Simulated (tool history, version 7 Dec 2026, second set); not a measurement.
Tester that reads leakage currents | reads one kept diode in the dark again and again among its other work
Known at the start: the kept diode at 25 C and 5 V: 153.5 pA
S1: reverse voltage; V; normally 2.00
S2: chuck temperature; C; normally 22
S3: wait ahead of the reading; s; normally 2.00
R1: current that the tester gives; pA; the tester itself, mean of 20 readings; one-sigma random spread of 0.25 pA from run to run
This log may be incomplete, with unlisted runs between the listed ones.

run    hour     S1  S2    S3      R1
  1     0.0   2.00  22  2.00   80.32
  2   198.3   2.00  37  2.00  244.70
  3   364.5   2.00  22  2.00   78.84
  4   488.4   2.00  22  2.00   78.30
  5   588.1   2.00  22  2.00   77.73
  6   775.8   2.00  22  2.00   76.99
  7   974.6   2.00  22  2.00   76.26
  8  1096.4   2.00  22  2.00   75.52
  9  1251.0   2.00  22  2.00   74.93
 10  1359.4   7.09  22  2.00  139.05
 11  1453.7   2.74  22  2.00   86.78
 12  1583.8   2.74  22  2.00   95.19
 13  1793.2   2.74  22  2.00   93.64
 14  1928.2   2.74  22  2.00   93.02
 15  2105.2   2.74  22  2.00   92.03
 16  2299.7   2.74  22  2.00   91.33
 17  2417.4   2.74  22  2.00   90.56
 18  2574.9   2.74  50  2.00  708.53
 19  2726.9   2.00  22  2.00   77.33
 20  2925.2   6.30  43  0.48  621.55
 21  3048.1   1.50  55  9.84  736.08
 22  3151.5   1.50  55  9.84  735.06
 23  3290.8   2.00  51  0.40  634.17
 24  3400.1   2.00  51  0.40  631.58
 25  3607.3   2.00  49  0.35  544.97
 26  3755.9   2.00  37  1.59  230.06
 27  3871.6   2.13  22  0.82   84.95
 28  3965.7   9.58  22  0.97  166.39
 29  4179.7   9.58  22  0.97  165.73
 30  4335.3  17.50  42  8.17  940.61
 31  4538.1   1.10  42  6.58  274.17
 32  4629.2   1.10  42  6.58  271.21
 33  4800.0   1.07  49  2.00  431.41
 34  5012.2  18.44  21  0.95  202.88
 35  5201.8  18.44  21  0.95  200.83
 36  5345.3  18.44  21  0.95  199.93

Not shown: 3 entries that the log had between the listed runs. Between which runs, and how does the tool's hidden state differ before and after?
Run 11 -> run 12: chuck's temperature calibrated (hour 1512.4); probe card cleaned and baked (hour 1544.6)
  stray current of the dirty probe card, pA a volt: 2.153 -> 0.031; current scale over the true one, %: 0.72 -> 0.75; true chuck temperature over the reading, C: -1.88 -> 0.17
  the result without the hidden state subtracted from the measured one, R1: -6.69 -> +2.02 pA
Run 26 -> run 27: chuck's temperature calibrated (hour 3778.7)
  stray current of the dirty probe card, pA a volt: 0.515 -> 0.542; current scale over the true one, %: 1.16 -> 1.18; true chuck temperature over the reading, C: -1.62 -> -0.09
  the result without the hidden state subtracted from the measured one, R1: -25.05 -> +1.50 pA
